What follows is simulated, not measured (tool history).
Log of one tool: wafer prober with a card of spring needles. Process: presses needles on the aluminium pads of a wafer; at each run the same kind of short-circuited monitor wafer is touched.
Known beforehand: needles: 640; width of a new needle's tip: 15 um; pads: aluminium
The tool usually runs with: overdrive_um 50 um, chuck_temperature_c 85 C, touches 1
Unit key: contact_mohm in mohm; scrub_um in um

| run | day | overdrive_um | chuck_temperature_c | touches | contact_mohm | scrub_um |
|---|---|---|---|---|---|---|
| 1 | 0.000 | 50 | 85 | 1 | 209 | 6.11 |
| 2 | 0.667 | 50 | 85 | 1 | 209 | 6.09 |
| 3 | 1.758 | 50 | 85 | 1 | 206 | 5.95 |
| 4 | 3.033 | 50 | 85 | 1 | 205 | 6.13 |
| 5 | 4.321 | 50 | 85 | 1 | 209 | 6.09 |
| 6 | 5.575 | 50 | 85 | 1 | 206 | 6.07 |
| 7 | 6.667 | 50 | 85 | 1 | 208 | 5.94 |
| 8 | 7.867 | 50 | 85 | 2 | 208 | 6.08 |
| 9 | 9.229 | 50 | 85 | 2 | 208 | 6.09 |
| 10 | 9.983 | 50 | 26 | 1 | 195 | 5.97 |
| 11 | 10.962 | 50 | 26 | 1 | 194 | 6.10 |
| 12 | 12.125 | 50 | 26 | 1 | 194 | 5.93 |
| 13 | 13.804 | 50 | 26 | 1 | 194 | 6.07 |
| 14 | 14.383 | 50 | 26 | 1 | 192 | 5.99 |
| 15 | 15.292 | 39 | 85 | 1 | 214 | 4.77 |
| 16 | 15.908 | 31 | 26 | 1 | 207 | 3.81 |
| 17 | 17.333 | 31 | 26 | 1 | 201 | 3.82 |
| 18 | 18.454 | 31 | 26 | 1 | 205 | 3.78 |
| 19 | 19.192 | 31 | 26 | 1 | 205 | 3.76 |
| 20 | 20.388 | 42 | 44 | 2 | 203 | 5.03 |
| 21 | 21.388 | 57 | 63 | 1 | 200 | 7.01 |
| 22 | 22.342 | 50 | 46 | 1 | 198 | 5.87 |

Not shown: 144 entries that the log had between the listed runs. Between which runs, and how does the tool's hidden state differ before and after?
From run 1 to run 2: tips cleaned on abrasive film (day 0.071); tips cleaned on abrasive film (day 0.204); tips cleaned on abrasive film (day 0.371); tips cleaned on abrasive film (day 0.504); tips cleaned on abrasive film (day 0.638)
  debris on the tips, nm: 0.8 -> 0.4; tips' diameter, um: 15.05 -> 15.06
From run 2 to run 3: tips cleaned on abrasive film (day 0.804); tips cleaned on abrasive film (day 0.971); tips cleaned on abrasive film (day 1.138); tips cleaned on abrasive film (day 1.304); tips cleaned on abrasive film (day 1.471); tips cleaned on abrasive film (day 1.604); tips cleaned on abrasive film (day 1.758)
  debris on the tips, nm: 0.4 -> 0.1; way that the needles fall short of the set height, um: 0.04 -> 0.05
From run 3 to run 4: tips cleaned on abrasive film (day 1.892); tips cleaned on abrasive film (day 2.058); tips cleaned on abrasive film (day 2.225); tips cleaned on abrasive film (day 2.358); tips cleaned on abrasive film (day 2.492); tips cleaned on abrasive film (day 2.658); tips cleaned on abrasive film (day 2.825); tips cleaned on abrasive film (day 2.962)
  debris on the tips, nm: 0.1 -> 0.6; way that the needles fall short of the set height, um: 0.05 -> 0.07
From run 4 to run 5: tips cleaned on abrasive film (day 3.100); tips cleaned on abrasive film (day 3.238); tips cleaned on abrasive film (day 3.404); tips cleaned on abrasive film (day 3.571); tips cleaned on abrasive film (day 3.704); tips cleaned on abrasive film (day 3.871); tips cleaned on abrasive film (day 4.038); tips cleaned on abrasive film (day 4.171); tips cleaned on abrasive film (day 4.321)
  debris on the tips, nm: 0.6 -> 0.1; way that the needles fall short of the set height, um: 0.07 -> 0.08; tips' diameter, um: 15.06 -> 15.07
From run 5 to run 6: tips cleaned on abrasive film (day 4.454); tips cleaned on abrasive film (day 4.621); tips cleaned on abrasive film (day 4.788); tips cleaned on abrasive film (day 4.921); tips cleaned on abrasive film (day 5.088); tips cleaned on abrasive film (day 5.254); tips cleaned on abrasive film (day 5.421); tips cleaned on abrasive film (day 5.575)
  way that the needles fall short of the set height, um: 0.08 -> 0.09
From run 6 to run 7: tips cleaned on abrasive film (day 5.708); tips cleaned on abrasive film (day 5.875); tips cleaned on abrasive film (day 6.042); tips cleaned on abrasive film (day 6.208); tips cleaned on abrasive film (day 6.342); tips cleaned on abrasive film (day 6.512); tips cleaned on abrasive film (day 6.646)
  debris on the tips, nm: 0.1 -> 0.3; way that the needles fall short of the set height, um: 0.09 -> 0.1; tips' diameter, um: 15.07 -> 15.08
From run 7 to run 8: tips cleaned on abrasive film (day 6.800); tips cleaned on abrasive film (day 6.967); tips cleaned on abrasive film (day 7.133); tips cleaned on abrasive film (day 7.300); tips cleaned on abrasive film (day 7.467); tips cleaned on abrasive film (day 7.633); tips cleaned on abrasive film (day 7.800); height of the first contact set anew (day 7.812)
  debris on the tips, nm: 0.3 -> 0.5; way that the needles fall short of the set height, um: 0.1 -> 0
From run 8 to run 9: tips cleaned on abrasive film (day 7.971); tips cleaned on abrasive film (day 8.104); tips cleaned on abrasive film (day 8.271); tips cleaned on abrasive film (day 8.438); tips cleaned on abrasive film (day 8.604); tips cleaned on abrasive film (day 8.738); tips cleaned on abrasive film (day 8.904); tips cleaned on abrasive film (day 9.075); tips cleaned on abrasive film (day 9.229)
  debris on the tips, nm: 0.5 -> 0.1; way that the needles fall short of the set height, um: 0 -> 0.01; tips' diameter, um: 15.08 -> 15.09
From run 9 to run 10: tips cleaned on abrasive film (day 9.396); tips cleaned on abrasive film (day 9.529); tips cleaned on abrasive film (day 9.662); tips cleaned on abrasive film (day 9.829); tips cleaned on abrasive film (day 9.983)
  way that the needles fall short of the set height, um: 0.01 -> 0.02
From run 10 to run 11: tips cleaned on abrasive film (day 10.150); tips cleaned on abrasive film (day 10.317); tips cleaned on abrasive film (day 10.483); tips cleaned on abrasive film (day 10.650); tips cleaned on abrasive film (day 10.817); tips cleaned on abrasive film (day 10.962)
  way that the needles fall short of the set height, um: 0.02 -> 0.03
From run 11 to run 12: tips cleaned on abrasive film (day 11.129); tips cleaned on abrasive film (day 11.296); tips cleaned on abrasive film (day 11.429); tips cleaned on abrasive film (day 11.596); tips cleaned on abrasive film (day 11.762); tips cleaned on abrasive film (day 11.929); tips cleaned on abrasive film (day 12.062)
  debris on the tips, nm: 0.1 -> 0.5; way that the needles fall short of the set height, um: 0.03 -> 0.04; tips' diameter, um: 15.09 -> 15.1
From run 12 to run 13: tips cleaned on abrasive film (day 12.229); card fitted with new needles (day 12.729); tips cleaned on abrasive film (day 12.896); tips cleaned on abrasive film (day 13.029); tips cleaned on abrasive film (day 13.162); tips cleaned on abrasive film (day 13.329); tips cleaned on abrasive film (day 13.500); tips cleaned on abrasive film (day 13.667); tips cleaned on abrasive film (day 13.804)
  debris on the tips, nm: 0.5 -> 0.1; way that the needles fall short of the set height, um: 0.04 -> 0.01; tips' diameter, um: 15.1 -> 15
From run 13 to run 14: tips cleaned on abrasive film (day 13.938); tips cleaned on abrasive film (day 14.071); tips cleaned on abrasive film (day 14.204); tips cleaned on abrasive film (day 14.371)
  debris on the tips, nm: 0.1 -> 0.2; way that the needles fall short of the set height, um: 0.01 -> 0.02; tips' diameter, um: 15 -> 15.01
From run 14 to run 15: tips cleaned on abrasive film (day 14.517); tips cleaned on abrasive film (day 14.683); tips cleaned on abrasive film (day 14.850); tips cleaned on abrasive film (day 15.017); tips cleaned on abrasive film (day 15.154); tips cleaned on abrasive film (day 15.292)
  debris on the tips, nm: 0.2 -> 0.1; way that the needles fall short of the set height, um: 0.02 -> 0.03
From run 15 to run 16: tips cleaned on abrasive film (day 15.425); tips cleaned on abrasive film (day 15.558); tips cleaned on abrasive film (day 15.696); tips cleaned on abrasive film (day 15.829)
  debris on the tips, nm: 0.1 -> 0.6
From run 16 to run 17: tips cleaned on abrasive film (day 15.979); tips cleaned on abrasive film (day 16.112); tips cleaned on abrasive film (day 16.279); tips cleaned on abrasive film (day 16.446); tips cleaned on abrasive film (day 16.579); tips cleaned on abrasive film (day 16.746); tips cleaned on abrasive film (day 16.912); tips cleaned on abrasive film (day 17.079); tips cleaned on abrasive film (day 17.217)
  debris on the tips, nm: 0.6 -> 0.9; way that the needles fall short of the set height, um: 0.03 -> 0.05; tips' diameter, um: 15.01 -> 15.02
From run 17 to run 18: tips cleaned on abrasive film (day 17.371); tips cleaned on abrasive film (day 17.504); tips cleaned on abrasive film (day 17.671); tips cleaned on abrasive film (day 17.804); tips cleaned on abrasive film (day 17.971); tips cleaned on abrasive film (day 18.138); tips cleaned on abrasive film (day 18.275); tips cleaned on abrasive film (day 18.442)
  debris on the tips, nm: 0.9 -> 0.2; way that the needles fall short of the set height, um: 0.05 -> 0.06
From run 18 to run 19: tips cleaned on abrasive film (day 18.588); tips cleaned on abrasive film (day 18.754); tips cleaned on abrasive film (day 18.892); tips cleaned on abrasive film (day 19.058); tips cleaned on abrasive film (day 19.192)
  debris on the tips, nm: 0.2 -> 0.1; way that the needles fall short of the set height, um: 0.06 -> 0.07
From run 19 to run 20: tips cleaned on abrasive film (day 19.358); tips cleaned on abrasive film (day 19.492); tips cleaned on abrasive film (day 19.658); tips cleaned on abrasive film (day 19.796); tips cleaned on abrasive film (day 19.962); tips cleaned on abrasive film (day 20.129); tips cleaned on abrasive film (day 20.296)
  debris on the tips, nm: 0.1 -> 0.8; way that the needles fall short of the set height, um: 0.07 -> 0.08; tips' diameter, um: 15.02 -> 15.03
From run 20 to run 21: tips cleaned on abrasive film (day 20.458); tips cleaned on abrasive film (day 20.592); tips cleaned on abrasive film (day 20.758); tips cleaned on abrasive film (day 20.892); tips cleaned on abrasive film (day 21.058); tips cleaned on abrasive film (day 21.196); tips cleaned on abrasive film (day 21.362)
  debris on the tips, nm: 0.8 -> 0.4; way that the needles fall short of the set height, um: 0.08 -> 0.09
From run 21 to run 22: tips cleaned on abrasive film (day 21.521); tips cleaned on abrasive film (day 21.688); tips cleaned on abrasive film (day 21.825); tips cleaned on abrasive film (day 21.992); tips cleaned on abrasive film (day 22.125); tips cleaned on abrasive film (day 22.292)
  debris on the tips, nm: 0.4 -> 0.5; way that the needles fall short of the set height, um: 0.09 -> 0.1
